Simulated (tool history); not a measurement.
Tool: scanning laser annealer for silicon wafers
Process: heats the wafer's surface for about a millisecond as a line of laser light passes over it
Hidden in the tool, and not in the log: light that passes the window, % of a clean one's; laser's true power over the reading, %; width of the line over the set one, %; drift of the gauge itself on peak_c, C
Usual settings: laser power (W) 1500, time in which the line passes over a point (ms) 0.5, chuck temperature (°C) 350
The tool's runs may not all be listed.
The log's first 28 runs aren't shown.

run    hour  laser power (W)  time in which the line passes over a point (ms)  chuck temperature (°C)  hours of work since the window was cleaned  hours of work since the power meter was calibrated  hours of work since the optics were aligned  highest temperature of the surface (°C)
 29  2129.9             1313                                             0.62                     377                                         355                                                1642                                          390                                     1118
 30    2218             1313                                             0.62                     377                                         418                                                1706                                          454                                     1117
 31  2277.1             1500                                            0.353                     373                                         461                                                1748                                          496                                     1016
 32  2359.2             1500                                            0.353                     373                                         521                                                1808                                          556                                     1015
 33  2402.7             1500                                            0.353                     327                                         552                                                1839                                          587                                      968
 34  2479.1             1487                                              0.5                     350                                         607                                                1895                                          643                                     1117
 35  2573.2             1487                                              0.5                     350                                         675                                                1963                                          711                                     1113
     2600.1  -- window over the wafer cleaned
 36  2649.5             1487                                              0.5                     350                                          36                                                2016                                          764                                     1114

The next listed run, before its measurement:
 37  2740             1487                                              0.5                     323                                         101                                                2082                                          830                                        ?

highest temperature of the surface (°C): 1090
Without the tool's hidden state the same run would have given highest temperature of the surface (°C) 1091.
